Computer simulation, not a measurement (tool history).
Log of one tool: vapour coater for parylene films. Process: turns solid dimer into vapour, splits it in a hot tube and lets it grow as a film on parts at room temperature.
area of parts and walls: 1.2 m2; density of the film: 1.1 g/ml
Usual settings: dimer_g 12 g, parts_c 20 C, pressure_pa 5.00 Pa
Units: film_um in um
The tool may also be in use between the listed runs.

Run 1, hour 0.0: usual settings. Result: film_um 7.01 um.
Run 2, hour 14.0: usual settings but pressure_pa 6.20 Pa. Result: film_um 6.65 um.
Run 3, hour 40.5: usual settings. Result: film_um 6.97 um.
Run 4, hour 67.0: usual settings. Result: film_um 7.01 um.
Run 5, hour 93.0: usual settings. Result: film_um 6.98 um.
Run 6, hour 111.4: usual settings. Result: film_um 7.05 um.
Run 7, hour 133.7: usual settings. Result: film_um 7.02 um.
Run 8, hour 152.2: usual settings. Result: film_um 7.04 um.
Run 9, hour 166.3: usual settings. Result: film_um 6.86 um.
Run 10, hour 189.5: usual settings. Result: film_um 6.99 um.
Run 11, hour 217.5: usual settings. Result: film_um 7.09 um.
Run 12, hour 231.8: usual settings. Result: film_um 6.90 um.
Run 13, hour 260.4: usual settings. Result: film_um 7.04 um.
Run 14, hour 284.2: usual settings but dimer_g 5 g. Result: film_um 2.91 um.
Run 15, hour 303.6: usual settings. Result: film_um 7.08 um.
Run 16, hour 333.9: usual settings but parts_c 25 C. Result: film_um 5.67 um.
Run 17, hour 353.1: usual settings but parts_c 25 C. Result: film_um 5.69 um.
Run 18, hour 369.0: usual settings but parts_c 25 C. Result: film_um 5.65 um.
Run 19, hour 398.8: usual settings but parts_c 25 C. Result: film_um 5.60 um.
Run 20, hour 411.8: usual settings but parts_c 25 C. Result: film_um 5.57 um.
Run 21, hour 425.7: usual settings but parts_c 25 C. Result: film_um 5.66 um.
Run 22, hour 444.7: usual settings. Result: film_um 7.06 um.
Run 23, hour 473.1: usual settings. Result: film_um 6.94 um.
Run 24, hour 498.1: usual settings but dimer_g 9 g, parts_c 30 C, pressure_pa 5.43 Pa. Result: film_um 3.35 um.
Run 25, hour 510.6: usual settings but parts_c 21 C. Result: film_um 6.74 um.
Run 26, hour 538.0: usual settings but parts_c 26 C, pressure_pa 7.58 Pa. Result: film_um 5.04 um.
Run 27, hour 567.8: usual settings but parts_c 12 C, pressure_pa 2.60 Pa. Result: film_um 9.05 um.
Run 28, hour 580.9: usual settings but dimer_g 11 g, parts_c 15 C. Result: film_um 7.97 um.
Run 29, hour 606.4: usual settings but dimer_g 11 g, parts_c 15 C. Result: film_um 7.80 um.
Run 30, hour 635.4: usual settings but parts_c 21 C. Result: film_um 6.74 um.
Run 31, hour 662.7: usual settings but dimer_g 15 g, parts_c 18 C, pressure_pa 2.08 Pa. Result: film_um 11.16 um.
Run 32, hour 680.6: usual settings but dimer_g 5 g, parts_c 19 C, pressure_pa 5.09 Pa. Result: film_um 3.02 um.
Run 33, hour 713.2: usual settings but dimer_g 16 g, parts_c 15 C, pressure_pa 2.37 Pa. Result: film_um 11.80 um.
Run 34, hour 741.1: usual settings but dimer_g 16 g, parts_c 15 C, pressure_pa 2.37 Pa. Result: film_um 11.84 um.
Run 35, hour 757.2: usual settings but dimer_g 16 g, parts_c 15 C, pressure_pa 2.37 Pa. Result: film_um 11.77 um.
Run 36, hour 777.6: usual settings but dimer_g 13 g, parts_c 16 C. Result: film_um 9.00 um.
Run 37, hour 805.0: usual settings but dimer_g 11 g. Result: film_um 6.47 um.
Run 38, hour 823.2: usual settings but parts_c 23 C. Result: film_um 6.24 um.
Run 39, hour 846.9: usual settings but dimer_g 20 g, parts_c 30 C, pressure_pa 3.16 Pa. Result: film_um 8.59 um.
Run 40, hour 864.0: usual settings but dimer_g 20 g, parts_c 30 C, pressure_pa 3.16 Pa. Result: film_um 8.39 um.
Run 41, hour 887.9: usual settings but dimer_g 20 g, parts_c 22 C, pressure_pa 3.16 Pa. Result: film_um 11.76 um.
Run 42, hour 910.9: usual settings but dimer_g 20 g, parts_c 22 C, pressure_pa 3.16 Pa. Result: film_um 11.85 um.
Run 43, hour 931.1: usual settings but dimer_g 11 g, pressure_pa 4.84 Pa. Result: film_um 6.45 um.
Run 44, hour 944.8: usual settings but dimer_g 11 g, pressure_pa 4.84 Pa. Result: film_um 6.46 um.
Run 45, hour 975.0: usual settings but dimer_g 11 g, pressure_pa 4.84 Pa. Result: film_um 6.49 um.
Run 46, hour 990.6: usual settings but dimer_g 15 g, parts_c 17 C, pressure_pa 4.84 Pa. Result: film_um 10.02 um.

Taken out of this log: 2 entries between the listed runs. Where each belongs, and how the hidden state differs across it:
Between runs 9 and 10: trap's valve overhauled (hour 186.7)
  vapour lost through the trap's worn valve, %: 0.5 -> 0
Between runs 32 and 33: trap's valve overhauled (hour 689.3)
  vapour lost through the trap's worn valve, %: 0.5 -> 0

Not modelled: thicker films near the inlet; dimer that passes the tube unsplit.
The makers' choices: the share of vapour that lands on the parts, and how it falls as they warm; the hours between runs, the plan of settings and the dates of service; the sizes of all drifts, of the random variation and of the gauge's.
